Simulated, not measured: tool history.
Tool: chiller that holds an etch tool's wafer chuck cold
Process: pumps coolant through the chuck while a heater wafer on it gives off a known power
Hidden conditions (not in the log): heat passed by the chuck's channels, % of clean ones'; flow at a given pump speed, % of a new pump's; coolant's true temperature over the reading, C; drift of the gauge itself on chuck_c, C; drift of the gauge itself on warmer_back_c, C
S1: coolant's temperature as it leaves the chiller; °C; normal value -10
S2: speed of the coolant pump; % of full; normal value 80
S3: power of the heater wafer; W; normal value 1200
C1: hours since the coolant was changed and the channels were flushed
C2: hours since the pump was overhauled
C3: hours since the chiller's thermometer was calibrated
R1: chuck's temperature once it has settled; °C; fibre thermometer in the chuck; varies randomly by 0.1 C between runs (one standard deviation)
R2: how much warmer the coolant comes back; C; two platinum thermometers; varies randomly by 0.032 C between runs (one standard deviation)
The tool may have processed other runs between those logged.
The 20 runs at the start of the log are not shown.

run 21 day=60.488 | S1=-10 S2=80 S3=946 | C1=7194 C2=3951 C3=3600 | R1=-0.1 R2=3.41
run 22 day=64.212 | S1=-11 S2=65 S3=711 | C1=7284 C2=4040 C3=3689 | R1=-2.1 R2=3.27
run 23 day=67.608 | S1=-7 S2=69 S3=1222 | C1=7365 C2=4122 C3=3771 | R1=7.2 R2=5.29
run 24 day=69.696 | S1=-7 S2=71 S3=621 | C1=7415 C2=4172 C3=3821 | R1=0.3 R2=2.49
-- day=70.55 chiller's thermometer calibrated
run 25 day=73.338 | S1=-4 S2=62 S3=883 | C1=7502 C2=4258 C3=67 | R1=7.2 R2=4.31
run 26 day=75.883 | S1=-18 S2=62 S3=1055 | C1=7563 C2=4320 C3=128 | R1=-4.4 R2=5.12
run 27 day=79.8 | S1=-8 S2=62 S3=814 | C1=7657 C2=4414 C3=222 | R1=2.3 R2=3.91
run 28 day=83.312 | S1=-10 S2=90 S3=1200 | C1=7741 C2=4498 C3=306 | R1=1.5 R2=3.92
run 29 day=85.808 | S1=-10 S2=90 S3=1200 | C1=7801 C2=4558 C3=366 | R1=1.4 R2=3.84
run 30 day=87.838 | S1=-10 S2=89 S3=668 | C1=7850 C2=4606 C3=415 | R1=-3.5 R2=2.16
run 31 day=89.575 | S1=-10 S2=80 S3=1262 | C1=7892 C2=4648 C3=457 | R1=3.2 R2=4.62
run 32 day=92.842 | S1=-13 S2=75 S3=1334 | C1=7970 C2=4726 C3=535 | R1=1.9 R2=5.28
run 33 day=94.771 | S1=-13 S2=75 S3=1334 | C1=8016 C2=4773 C3=581 | R1=1.8 R2=5.26

Branching from run 33: 3 alternative next runs. What would each branch give?
-- day=95.638 coolant changed, channels flushed
run A day=97.442 | S1=-3 S2=63 S3=1383 | C1=43 C2=4831 C3=639 | R1=? R2=?
-- day=95.638 coolant changed, channels flushed
run B day=97.442 | S1=-18 S2=73 S3=1114 | C1=43 C2=4831 C3=639 | R1=? R2=?
-- day=95.638 coolant changed, channels flushed
run C day=97.442 | S1=-7 S2=62 S3=1334 | C1=43 C2=4831 C3=639 | R1=? R2=?

run=A R1=11.8 R2=6.68
run=B R1=-7.7 R2=4.52
run=C R1=7.2 R2=6.54
Without the tool's hidden state the same runs would have given:
run=A R1=11 R2=6.3
run=B R1=-8.3 R2=4.27
run=C R1=6.5 R2=6.17
